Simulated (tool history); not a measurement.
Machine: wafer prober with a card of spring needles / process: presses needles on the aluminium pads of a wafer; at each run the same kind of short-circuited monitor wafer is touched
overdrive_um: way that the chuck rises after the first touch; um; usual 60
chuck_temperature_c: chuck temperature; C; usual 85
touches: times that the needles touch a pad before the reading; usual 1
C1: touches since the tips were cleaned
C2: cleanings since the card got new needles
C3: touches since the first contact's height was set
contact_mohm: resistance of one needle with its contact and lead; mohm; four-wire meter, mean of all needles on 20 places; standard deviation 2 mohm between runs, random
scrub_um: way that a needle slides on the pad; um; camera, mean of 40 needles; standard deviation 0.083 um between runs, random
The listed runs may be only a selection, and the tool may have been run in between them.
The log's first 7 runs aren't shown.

{"hour": 60.8, "done": "tips cleaned on abrasive film"}
{"run": 8, "hour": 61.8, "overdrive_um": 60, "chuck_temperature_c": 27, "touches": 1, "C1": 340, "C2": 23, "C3": 47897, "contact_mohm": 199, "scrub_um": 8.45}
{"hour": 66.4, "done": "tips cleaned on abrasive film"}
{"hour": 72.0, "done": "tips cleaned on abrasive film"}
{"run": 9, "hour": 72.2, "overdrive_um": 60, "chuck_temperature_c": 27, "touches": 1, "C1": 72, "C2": 25, "C3": 51687, "contact_mohm": 203, "scrub_um": 8.48}
{"hour": 77.4, "done": "tips cleaned on abrasive film"}
{"run": 10, "hour": 77.4, "overdrive_um": 60, "chuck_temperature_c": 27, "touches": 1, "C1": 0, "C2": 26, "C3": 53584, "contact_mohm": 201, "scrub_um": 8.38}
{"hour": 82.9, "done": "tips cleaned on abrasive film"}
{"run": 11, "hour": 84.7, "overdrive_um": 60, "chuck_temperature_c": 27, "touches": 1, "C1": 679, "C2": 27, "C3": 56275, "contact_mohm": 207, "scrub_um": 8.41}
{"hour": 88.6, "done": "tips cleaned on abrasive film"}
{"run": 12, "hour": 89.9, "overdrive_um": 60, "chuck_temperature_c": 100, "touches": 1, "C1": 484, "C2": 28, "C3": 58150, "contact_mohm": 222, "scrub_um": 8.42}
{"hour": 93.8, "done": "tips cleaned on abrasive film"}
{"run": 13, "hour": 96.1, "overdrive_um": 60, "chuck_temperature_c": 85, "touches": 1, "C1": 832, "C2": 29, "C3": 60402, "contact_mohm": 222, "scrub_um": 8.44}
{"hour": 99.1, "done": "tips cleaned on abrasive film"}
{"run": 14, "hour": 101.5, "overdrive_um": 60, "chuck_temperature_c": 85, "touches": 1, "C1": 894, "C2": 30, "C3": 62403, "contact_mohm": 220, "scrub_um": 8.46}
{"hour": 104.5, "done": "tips cleaned on abrasive film"}
{"hour": 110.2, "done": "tips cleaned on abrasive film"}
{"run": 15, "hour": 111.0, "overdrive_um": 60, "chuck_temperature_c": 85, "touches": 1, "C1": 292, "C2": 32, "C3": 65825, "contact_mohm": 215, "scrub_um": 8.33}
{"hour": 115.6, "done": "tips cleaned on abrasive film"}
{"run": 16, "hour": 117.3, "overdrive_um": 60, "chuck_temperature_c": 85, "touches": 1, "C1": 611, "C2": 33, "C3": 68123, "contact_mohm": 221, "scrub_um": 8.31}
{"hour": 120.9, "done": "tips cleaned on abrasive film"}
{"run": 17, "hour": 124.7, "overdrive_um": 60, "chuck_temperature_c": 85, "touches": 1, "C1": 1430, "C2": 34, "C3": 70858, "contact_mohm": 227, "scrub_um": 8.31}
{"hour": 126.3, "done": "tips cleaned on abrasive film"}
{"hour": 131.8, "done": "tips cleaned on abrasive film"}
{"run": 18, "hour": 134.2, "overdrive_um": 60, "chuck_temperature_c": 85, "touches": 1, "C1": 899, "C2": 36, "C3": 74288, "contact_mohm": 225, "scrub_um": 8.27}
{"hour": 137.6, "done": "tips cleaned on abrasive film"}
{"hour": 142.9, "done": "tips cleaned on abrasive film"}
{"run": 19, "hour": 143.9, "overdrive_um": 41, "chuck_temperature_c": 31, "touches": 2, "C1": 394, "C2": 38, "C3": 77829, "contact_mohm": 216, "scrub_um": 5.42}
{"hour": 148.5, "done": "tips cleaned on abrasive film"}
{"run": 20, "hour": 151.8, "overdrive_um": 70, "chuck_temperature_c": 117, "touches": 1, "C1": 1211, "C2": 39, "C3": 80702, "contact_mohm": 225, "scrub_um": 9.76}
{"hour": 153.6, "done": "tips cleaned on abrasive film"}
{"hour": 158.9, "done": "tips cleaned on abrasive film"}
{"run": 21, "hour": 159.0, "overdrive_um": 57, "chuck_temperature_c": 89, "touches": 2, "C1": 27, "C2": 41, "C3": 83319, "contact_mohm": 218, "scrub_um": 7.69}
{"hour": 164.6, "done": "tips cleaned on abrasive film"}
{"run": 22, "hour": 166.9, "overdrive_um": 57, "chuck_temperature_c": 89, "touches": 2, "C1": 861, "C2": 42, "C3": 86203, "contact_mohm": 221, "scrub_um": 7.85}
{"hour": 169.9, "done": "tips cleaned on abrasive film"}
{"hour": 175.4, "done": "tips cleaned on abrasive film"}
{"run": 23, "hour": 177.7, "overdrive_um": 60, "chuck_temperature_c": 85, "touches": 2, "C1": 845, "C2": 44, "C3": 90124, "contact_mohm": 221, "scrub_um": 8.18}
{"hour": 180.8, "done": "tips cleaned on abrasive film"}
{"hour": 185.9, "done": "tips cleaned on abrasive film"}
{"run": 24, "hour": 188.5, "overdrive_um": 43, "chuck_temperature_c": 85, "touches": 1, "C1": 960, "C2": 46, "C3": 94076, "contact_mohm": 240, "scrub_um": 5.7}
{"hour": 191.5, "done": "tips cleaned on abrasive film"}
{"hour": 197.0, "done": "tips cleaned on abrasive film"}
{"run": 25, "hour": 197.0, "overdrive_um": 74, "chuck_temperature_c": 32, "touches": 1, "C1": 5, "C2": 48, "C3": 97163, "contact_mohm": 198, "scrub_um": 10.33}
{"hour": 202.1, "done": "tips cleaned on abrasive film"}
{"run": 26, "hour": 206.9, "overdrive_um": 74, "chuck_temperature_c": 32, "touches": 1, "C1": 1780, "C2": 49, "C3": 100773, "contact_mohm": 214, "scrub_um": 10.26}
{"hour": 207.4, "done": "tips cleaned on abrasive film"}
{"hour": 213.0, "done": "tips cleaned on abrasive film"}
{"run": 27, "hour": 213.5, "overdrive_um": 74, "chuck_temperature_c": 32, "touches": 1, "C1": 177, "C2": 51, "C3": 103165, "contact_mohm": 202, "scrub_um": 10.16}
{"run": 28, "hour": 217.9, "overdrive_um": 46, "chuck_temperature_c": 104, "touches": 2, "C1": 1814, "C2": 51, "C3": 104802, "contact_mohm": 242, "scrub_um": 6.03}
{"hour": 218.8, "done": "tips cleaned on abrasive film"}
{"run": 29, "hour": 222.9, "overdrive_um": 46, "chuck_temperature_c": 104, "touches": 1, "C1": 1510, "C2": 52, "C3": 106620, "contact_mohm": 252, "scrub_um": 5.91}
{"hour": 224.0, "done": "tips cleaned on abrasive film"}
{"run": 30, "hour": 228.7, "overdrive_um": 46, "chuck_temperature_c": 104, "touches": 1, "C1": 1760, "C2": 53, "C3": 108743, "contact_mohm": 248, "scrub_um": 5.92}
{"hour": 229.3, "done": "tips cleaned on abrasive film"}
{"hour": 234.5, "done": "tips cleaned on abrasive film"}
{"run": 31, "hour": 238.6, "overdrive_um": 60, "chuck_temperature_c": 30, "touches": 1, "C1": 1512, "C2": 55, "C3": 112323, "contact_mohm": 218, "scrub_um": 7.89}

What if the next run were any one of these 3? Each begins from the tool's condition after run 31:
{"hour": 239.6, "done": "tips cleaned on abrasive film"}
{"hour": 245.3, "done": "tips cleaned on abrasive film"}
{"run": "A", "hour": 249.1, "overdrive_um": 60, "chuck_temperature_c": 85, "touches": 1, "C1": 1429, "C2": 57, "C3": 116164, "contact_mohm": "?", "scrub_um": "?"}
{"hour": 239.6, "done": "tips cleaned on abrasive film"}
{"hour": 245.3, "done": "tips cleaned on abrasive film"}
{"run": "B", "hour": 249.1, "overdrive_um": 71, "chuck_temperature_c": 49, "touches": 2, "C1": 1429, "C2": 57, "C3": 116164, "contact_mohm": "?", "scrub_um": "?"}
{"hour": 239.6, "done": "tips cleaned on abrasive film"}
{"hour": 245.3, "done": "tips cleaned on abrasive film"}
{"run": "C", "hour": 249.1, "overdrive_um": 51, "chuck_temperature_c": 74, "touches": 1, "C1": 1429, "C2": 57, "C3": 116164, "contact_mohm": "?", "scrub_um": "?"}

run=A contact_mohm=229 scrub_um=7.97
run=B contact_mohm=209 scrub_um=9.46
run=C contact_mohm=239 scrub_um=6.54
Take away the tool's hidden state, keep each run's random variation, and the runs would have read:
run=A contact_mohm=208 scrub_um=8.85
run=B contact_mohm=199 scrub_um=10.33
run=C contact_mohm=211 scrub_um=7.40

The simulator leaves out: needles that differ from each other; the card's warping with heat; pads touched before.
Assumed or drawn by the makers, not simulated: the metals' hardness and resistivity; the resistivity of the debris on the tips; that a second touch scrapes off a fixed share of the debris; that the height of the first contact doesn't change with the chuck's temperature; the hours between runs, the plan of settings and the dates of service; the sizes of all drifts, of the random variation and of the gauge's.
